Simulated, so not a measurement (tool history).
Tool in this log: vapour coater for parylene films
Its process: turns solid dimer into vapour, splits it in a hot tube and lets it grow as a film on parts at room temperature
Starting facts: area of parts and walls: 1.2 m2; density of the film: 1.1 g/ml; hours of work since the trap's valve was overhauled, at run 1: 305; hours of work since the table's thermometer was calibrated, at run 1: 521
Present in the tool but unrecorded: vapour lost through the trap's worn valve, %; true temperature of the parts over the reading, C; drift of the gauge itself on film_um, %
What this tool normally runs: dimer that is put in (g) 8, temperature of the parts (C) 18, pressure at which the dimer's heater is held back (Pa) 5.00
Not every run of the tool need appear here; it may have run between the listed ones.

run,day,dimer that is put in (g),temperature of the parts (C),pressure at which the dimer's heater is held back (Pa),hours of work since the trap's valve was overhauled,hours of work since the table's thermometer was calibrated,thickness of the film (um)
1,0.000,8,18,5.00,305,521,4.22
2,1.708,8,18,5.00,342,558,4.21
3,3.208,8,18,5.00,374,590,4.27
4,5.908,4,18,5.00,432,648,2.14
# day 9.225: trap's valve overhauled
5,9.575,8,18,5.48,7,722,4.22
6,12.054,8,18,5.48,61,776,4.21
7,15.662,8,18,5.00,138,853,4.28
8,17.458,8,18,5.00,176,891,4.24
9,20.383,8,18,5.00,239,954,4.26
10,23.983,8,18,5.00,316,1031,4.27
11,26.367,8,18,5.00,367,1082,4.30
12,29.667,8,18,5.00,438,1152,4.22
13,31.829,5,18,11.87,484,1199,2.55
# day 32.917: trap's valve overhauled
14,34.458,7,24,5.54,33,1251,3.10
15,37.667,5,11,2.33,102,1320,3.43
16,39.792,5,11,2.33,147,1366,3.38
17,42.371,5,18,7.80,202,1421,2.59
18,44.462,5,18,7.80,247,1466,2.56
19,46.625,8,18,3.53,293,1512,4.31
20,48.188,11,10,5.00,327,1545,7.29
21,50.012,12,14,2.58,366,1584,7.36
22,51.542,12,23,7.91,399,1617,5.28
23,54.104,12,23,7.91,453,1672,5.34
# day 56.417: trap's valve overhauled
24,56.771,3,18,2.89,8,1725,1.65

What if the next run were any one of these 3? Each begins from the tool's condition after run 24:
A,59.450,8,17,5.00,65,1783,?
B,59.450,8,14,2.01,65,1783,?
C,59.450,4,26,3.18,65,1783,?

run,thickness of the film (um)
A,4.34
B,5.01
C,1.71
The same runs, with their run-to-run variation unchanged, on a tool lacking any hidden condition would have given:
run,thickness of the film (um)
A,4.34
B,5.01
C,1.71

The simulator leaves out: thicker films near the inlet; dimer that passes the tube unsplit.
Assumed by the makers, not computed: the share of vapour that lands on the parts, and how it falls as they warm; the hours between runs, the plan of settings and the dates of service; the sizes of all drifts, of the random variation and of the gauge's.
